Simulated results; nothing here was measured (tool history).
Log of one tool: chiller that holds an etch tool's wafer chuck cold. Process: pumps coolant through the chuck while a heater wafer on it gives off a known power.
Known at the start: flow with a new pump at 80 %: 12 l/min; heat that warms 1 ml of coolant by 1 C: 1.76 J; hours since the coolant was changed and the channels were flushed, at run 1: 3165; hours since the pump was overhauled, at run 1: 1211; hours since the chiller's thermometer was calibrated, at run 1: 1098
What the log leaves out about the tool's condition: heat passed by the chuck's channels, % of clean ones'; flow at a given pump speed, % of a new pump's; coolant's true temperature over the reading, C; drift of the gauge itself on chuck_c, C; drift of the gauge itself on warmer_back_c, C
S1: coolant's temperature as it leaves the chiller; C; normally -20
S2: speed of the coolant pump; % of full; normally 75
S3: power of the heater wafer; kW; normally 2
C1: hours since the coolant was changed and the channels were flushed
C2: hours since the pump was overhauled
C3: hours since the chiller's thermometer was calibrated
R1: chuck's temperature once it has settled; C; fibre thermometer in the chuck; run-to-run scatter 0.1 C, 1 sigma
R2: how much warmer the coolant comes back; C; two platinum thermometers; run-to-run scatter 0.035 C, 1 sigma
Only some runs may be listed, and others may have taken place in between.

Run 1, hour 0: usual settings; C1 3165; C2 1211; C3 1098. Result: R1 -3.8 C, R2 6.3 C.
Run 2, hour 25.9: usual settings; C1 3191; C2 1237; C3 1124. Result: R1 -3.9 C, R2 6.3 C.
Run 3, hour 42: usual settings; C1 3207; C2 1253; C3 1140. Result: R1 -3.9 C, R2 6.29 C.
Run 4, hour 80.2: usual settings but S2 64 % of full; C1 3246; C2 1291; C3 1179. Result: R1 -1 C, R2 7.35 C.
Run 5, hour 97.5: usual settings; C1 3263; C2 1308; C3 1196. Result: R1 -3.8 C, R2 6.26 C.
Run 6, hour 127.2: usual settings; C1 3293; C2 1338; C3 1226. Result: R1 -3.8 C, R2 6.33 C.
Run 7, hour 160.3: usual settings; C1 3326; C2 1371; C3 1259. Result: R1 -3.8 C, R2 6.27 C.
Run 8, hour 182: usual settings; C1 3347; C2 1393; C3 1280. Result: R1 -3.7 C, R2 6.29 C.
Run 9, hour 203.1: usual settings but S2 61 % of full; C1 3368; C2 1414; C3 1301. Result: R1 -0.1 C, R2 7.9 C.
Run 10, hour 241.1: usual settings; C1 3406; C2 1452; C3 1340. Result: R1 -3.7 C, R2 6.29 C.
Run 11, hour 277.6: usual settings; C1 3443; C2 1488; C3 1376. Result: R1 -3.8 C, R2 6.34 C.
Run 12, hour 313.9: usual settings; C1 3479; C2 1525; C3 1412. Result: R1 -3.7 C, R2 6.32 C.
Run 13, hour 333.2: usual settings but S3 1.569 kW; C1 3499; C2 1544; C3 1432. Result: R1 -7.2 C, R2 4.94 C.
At hour 337.5: chiller's thermometer calibrated.
Run 14, hour 352.7: usual settings but S3 1.569 kW; C1 3517; C2 1562; C3 15. Result: R1 -7 C, R2 4.93 C.
Run 15, hour 378: usual settings but S1 -29 C, S2 65 % of full; C1 3542; C2 1588; C3 41. Result: R1 -10.3 C, R2 7.39 C.
Run 16, hour 394: usual settings but S1 -29 C, S2 65 % of full; C1 3558; C2 1604; C3 56. Result: R1 -10.1 C, R2 7.34 C.
Run 17, hour 430.3: usual settings but S1 -13 C, S2 72 % of full, S3 1.511 kW; C1 3595; C2 1640; C3 93. Result: R1 -0.1 C, R2 4.98 C.
Run 18, hour 457.1: usual settings but S1 -13 C, S2 72 % of full, S3 1.511 kW; C1 3621; C2 1667; C3 120. Result: R1 -0.2 C, R2 5.02 C.
Run 19, hour 477.3: usual settings but S1 -10 C, S2 79 % of full, S3 2.064 kW; C1 3642; C2 1687; C3 140. Result: R1 6.1 C, R2 6.15 C.
Run 20, hour 515.2: usual settings but S1 -23 C, S3 2.468 kW; C1 3680; C2 1725; C3 178. Result: R1 -2.6 C, R2 7.84 C.
At hour 531.4: chiller's thermometer calibrated, once more.
Run 21, hour 545.9: usual settings but S1 -23 C, S3 2.468 kW; C1 3709; C2 1755; C3 15. Result: R1 -2.9 C, R2 7.83 C.
Run 22, hour 561.9: usual settings but S1 -12 C, S2 62 % of full, S3 1.443 kW; C1 3725; C2 1771; C3 31. Result: R1 2.3 C, R2 5.6 C.
Run 23, hour 595.8: usual settings but S1 -12 C, S2 62 % of full, S3 1.443 kW; C1 3759; C2 1804; C3 64. Result: R1 2.3 C, R2 5.67 C.
Run 24, hour 625.7: usual settings but S2 84 % of full, S3 1.128 kW; C1 3789; C2 1834; C3 94. Result: R1 -11.6 C, R2 3.16 C.
Run 25, hour 656.9: usual settings but S2 84 % of full, S3 1.128 kW; C1 3820; C2 1866; C3 126. Result: R1 -11.7 C, R2 3.19 C.
Run 26, hour 686.6: usual settings but S1 -11 C, S2 95 % of full, S3 2.983 kW; C1 3850; C2 1895; C3 155. Result: R1 8.6 C, R2 7.41 C.
Run 27, hour 711.5: usual settings but S1 -11 C, S2 95 % of full, S3 2.983 kW; C1 3875; C2 1920; C3 180. Result: R1 8.6 C, R2 7.38 C.
Run 28, hour 746.6: usual settings but S1 -15 C, S2 78 % of full, S3 1.702 kW; C1 3910; C2 1955; C3 215. Result: R1 -1.4 C, R2 5.21 C.

Here are 5 independent what-if runs from the current tool condition. What would each one return?
Run A, hour 771.3: usual settings but S1 -28 C, S2 64 % of full, S3 1.746 kW; C1 3935; C2 1980; C3 240. Result: R1 ?, R2 ?.
Run B, hour 771.3: usual settings but S1 -22 C, S2 83 % of full, S3 1.536 kW; C1 3935; C2 1980; C3 240. Result: R1 ?, R2 ?.
Run C, hour 771.3: usual settings but S2 72 % of full; C1 3935; C2 1980; C3 240. Result: R1 ?, R2 ?.
Run D, hour 771.3: usual settings but S1 -28 C, S3 1.098 kW; C1 3935; C2 1980; C3 240. Result: R1 ?, R2 ?.
Run E, hour 771.3: usual settings but S1 -28 C, S2 73 % of full, S3 2.905 kW; C1 3935; C2 1980; C3 240. Result: R1 ?, R2 ?.

run     R1    R2
  A    -11  6.63
  B  -10.6  4.38
  C   -2.7  6.63
  D  -18.9  3.48
  E   -3.3  9.54
Without the tool's unlogged condition, the same runs would have read:
run     R1    R2
  A  -12.8  6.35
  B  -11.8  4.19
  C   -4.6  6.35
  D  -19.9  3.33
  E     -6  9.13
